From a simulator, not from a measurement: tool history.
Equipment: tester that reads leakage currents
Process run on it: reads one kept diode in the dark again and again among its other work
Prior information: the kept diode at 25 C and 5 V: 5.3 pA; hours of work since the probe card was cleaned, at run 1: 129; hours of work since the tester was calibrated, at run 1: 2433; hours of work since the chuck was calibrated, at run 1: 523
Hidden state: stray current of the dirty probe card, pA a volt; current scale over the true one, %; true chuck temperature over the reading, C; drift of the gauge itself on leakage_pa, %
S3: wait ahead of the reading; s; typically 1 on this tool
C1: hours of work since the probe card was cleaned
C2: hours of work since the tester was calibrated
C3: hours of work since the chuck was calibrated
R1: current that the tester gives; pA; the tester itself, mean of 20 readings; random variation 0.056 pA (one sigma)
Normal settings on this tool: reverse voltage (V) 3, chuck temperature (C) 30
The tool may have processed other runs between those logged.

{"run": 1, "hour": 0.0, "reverse voltage (V)": 3, "chuck temperature (C)": 30, "S3": 1, "C1": 129, "C2": 2433, "C3": 523, "R1": 8.04}
{"run": 2, "hour": 244.9, "reverse voltage (V)": 3.87, "chuck temperature (C)": 30, "S3": 1, "C1": 250, "C2": 2554, "C3": 643, "R1": 8.89}
{"run": 3, "hour": 453.2, "reverse voltage (V)": 3.87, "chuck temperature (C)": 30, "S3": 1, "C1": 352, "C2": 2656, "C3": 746, "R1": 9.09}
{"run": 4, "hour": 712.3, "reverse voltage (V)": 3.87, "chuck temperature (C)": 30, "S3": 1, "C1": 480, "C2": 2784, "C3": 873, "R1": 8.97}
{"run": 5, "hour": 848.1, "reverse voltage (V)": 3.87, "chuck temperature (C)": 30, "S3": 1, "C1": 546, "C2": 2850, "C3": 940, "R1": 9.08}
{"run": 6, "hour": 1086.8, "reverse voltage (V)": 3, "chuck temperature (C)": 41, "S3": 1, "C1": 664, "C2": 2968, "C3": 1057, "R1": 18.69}
{"run": 7, "hour": 1257.4, "reverse voltage (V)": 3, "chuck temperature (C)": 41, "S3": 1, "C1": 748, "C2": 3052, "C3": 1141, "R1": 18.72}
{"hour": 1273.0, "done": "chuck's temperature calibrated"}
{"run": 8, "hour": 1427.6, "reverse voltage (V)": 3, "chuck temperature (C)": 21, "S3": 1, "C1": 830, "C2": 3134, "C3": 76, "R1": 4.2}
{"run": 9, "hour": 1543.6, "reverse voltage (V)": 3, "chuck temperature (C)": 21, "S3": 1, "C1": 887, "C2": 3191, "C3": 133, "R1": 4.22}
{"run": 10, "hour": 1756.4, "reverse voltage (V)": 3, "chuck temperature (C)": 21, "S3": 2.03, "C1": 992, "C2": 3296, "C3": 238, "R1": 3.68}
{"run": 11, "hour": 1883.7, "reverse voltage (V)": 7.73, "chuck temperature (C)": 21, "S3": 4.8, "C1": 1055, "C2": 3359, "C3": 300, "R1": 4.96}
{"run": 12, "hour": 2054.3, "reverse voltage (V)": 19.82, "chuck temperature (C)": 35, "S3": 7.48, "C1": 1138, "C2": 3442, "C3": 384, "R1": 21.53}
{"run": 13, "hour": 2195.2, "reverse voltage (V)": 3, "chuck temperature (C)": 23, "S3": 1, "C1": 1208, "C2": 3512, "C3": 453, "R1": 4.87}
{"hour": 2217.6, "done": "probe card cleaned and baked"}
{"run": 14, "hour": 2358.2, "reverse voltage (V)": 6.19, "chuck temperature (C)": 23, "S3": 8.62, "C1": 69, "C2": 3590, "C3": 532, "R1": 5.08}
{"run": 15, "hour": 2531.0, "reverse voltage (V)": 2.68, "chuck temperature (C)": 30, "S3": 1, "C1": 154, "C2": 3675, "C3": 617, "R1": 7.53}
{"run": 16, "hour": 2650.3, "reverse voltage (V)": 3.34, "chuck temperature (C)": 49, "S3": 0.73, "C1": 213, "C2": 3734, "C3": 676, "R1": 35.83}
{"run": 17, "hour": 2835.4, "reverse voltage (V)": 3.34, "chuck temperature (C)": 25, "S3": 8.42, "C1": 304, "C2": 3825, "C3": 767, "R1": 4.8}

Forecast each of these 5 alternatives for the next run:
{"run": "A", "hour": 2978.5, "reverse voltage (V)": 3, "chuck temperature (C)": 24, "S3": 1, "C1": 374, "C2": 3895, "C3": 837, "R1": "?"}
{"run": "B", "hour": 2978.5, "reverse voltage (V)": 4.49, "chuck temperature (C)": 25, "S3": 8.42, "C1": 374, "C2": 3895, "C3": 837, "R1": "?"}
{"run": "C", "hour": 2978.5, "reverse voltage (V)": 12.65, "chuck temperature (C)": 54, "S3": 0.93, "C1": 374, "C2": 3895, "C3": 837, "R1": "?"}
{"run": "D", "hour": 2978.5, "reverse voltage (V)": 8.86, "chuck temperature (C)": 35, "S3": 4.25, "C1": 374, "C2": 3895, "C3": 837, "R1": "?"}
{"run": "E", "hour": 2978.5, "reverse voltage (V)": 3.34, "chuck temperature (C)": 38, "S3": 0.8, "C1": 374, "C2": 3895, "C3": 837, "R1": "?"}

run=A R1=5.2
run=B R1=5.43
run=C R1=84.14
run=D R1=16.31
run=E R1=15.81
Without the tool's unlogged condition, the same runs would have read:
run=A R1=5.2
run=B R1=5.42
run=C R1=84.13
run=D R1=16.3
run=E R1=15.81

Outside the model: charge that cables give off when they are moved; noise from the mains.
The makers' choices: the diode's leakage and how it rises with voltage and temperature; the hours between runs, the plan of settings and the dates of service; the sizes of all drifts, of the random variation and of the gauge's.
